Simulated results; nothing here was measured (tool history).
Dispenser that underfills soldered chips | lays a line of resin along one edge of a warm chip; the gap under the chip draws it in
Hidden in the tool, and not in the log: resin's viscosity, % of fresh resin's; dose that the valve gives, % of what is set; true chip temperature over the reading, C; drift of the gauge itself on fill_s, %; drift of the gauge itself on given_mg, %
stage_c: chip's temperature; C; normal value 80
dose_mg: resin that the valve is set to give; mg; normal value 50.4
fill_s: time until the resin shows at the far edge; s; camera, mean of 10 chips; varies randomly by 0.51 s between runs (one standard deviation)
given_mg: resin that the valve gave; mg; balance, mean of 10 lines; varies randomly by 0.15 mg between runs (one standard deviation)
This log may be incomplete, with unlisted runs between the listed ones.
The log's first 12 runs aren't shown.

run,hour,stage_c,dose_mg,hours of work since the syringe was changed,hours of work since the valve was cleaned,hours of work since the stage was calibrated,fill_s,given_mg
# hour 118.5: new syringe of resin
13,123.8,80,45.1,4,32,54,55.5,44.63
# hour 128.5: new syringe of resin
14,136,80,45.1,6,42,63,63.6,44.43
# hour 139: new syringe of resin
# hour 147.1: dispensing valve cleaned and set on the balance
15,147.7,80,45.1,6,0,72,63.4,45.15
# hour 150.5: new syringe of resin
16,155.2,80,45.1,4,6,77,53.8,45.18
# hour 160.9: new syringe of resin
17,169.6,83,50.4,7,17,89,55.9,49.99
# hour 171.2: new syringe of resin
# hour 181: new syringe of resin
18,185.7,89,42.9,4,30,101,38.6,42.63
# hour 191.6: new syringe of resin
19,199.2,92,44.6,6,40,111,40.3,44.14
# hour 202: new syringe of resin
# hour 212.1: new syringe of resin
# hour 213.1: dispensing valve cleaned and set on the balance
20,214.6,70,48,1,1,122,65.6,47.77
# hour 223.6: new syringe of resin
21,226.7,70,48,2,11,132,68.4,47.85
# hour 233.3: new syringe of resin
22,238.6,66,47.4,4,20,141,91.6,47.11
# hour 243.3: new syringe of resin
23,251.6,68,53.4,7,30,151,97.2,52.74
# hour 253.6: new syringe of resin
# hour 263.8: new syringe of resin
24,265.7,68,48.6,2,41,162,71.9,47.81
# hour 273.8: new syringe of resin
# hour 279.1: dispensing valve cleaned and set on the balance
25,281.6,90,53.4,5,2,173,39.1,53.31
# hour 285.7: new syringe of resin
26,290.2,90,53.4,4,9,180,34.7,53.53
# hour 295.6: new syringe of resin
27,300.6,90,53.4,4,17,188,36,53.33
# hour 306.1: new syringe of resin
28,313,82,56.8,5,26,197,50.8,56.13
# hour 315.7: new syringe of resin
# hour 325.9: new syringe of resin
29,327.6,74,53.5,1,37,208,54.8,52.99
# hour 336.1: new syringe of resin
30,339.8,74,53.5,3,47,218,58.3,52.4
# hour 344.4: dispensing valve cleaned and set on the balance
# hour 347.3: new syringe of resin
31,355.3,89,47.9,6,8,229,40.7,47.51
# hour 357.5: new syringe of resin
# hour 367: new syringe of resin
32,368.5,89,47.9,1,18,239,31.4,47.62
# hour 377.7: new syringe of resin
33,381.7,89,47.9,3,29,249,34.4,47.36
# hour 388.1: new syringe of resin
34,391.2,71,61.7,2,36,257,62.4,61.05

What if the next run were any one of these 3? Each begins from the tool's condition after run 34:
# hour 398.4: new syringe of resin
A,398.9,91,53.4,0,42,262,?,?
# hour 398.4: new syringe of resin
B,398.9,66,55.1,0,42,262,?,?
# hour 398.4: new syringe of resin
C,398.9,78,56,0,42,262,?,?

run,fill_s,given_mg
A,25.5,52.65
B,67.6,54.25
C,42.4,55.32
Without the tool's unlogged condition, the same runs would have read:
run,fill_s,given_mg
A,26.3,53.47
B,70.3,55.1
C,44,56.19

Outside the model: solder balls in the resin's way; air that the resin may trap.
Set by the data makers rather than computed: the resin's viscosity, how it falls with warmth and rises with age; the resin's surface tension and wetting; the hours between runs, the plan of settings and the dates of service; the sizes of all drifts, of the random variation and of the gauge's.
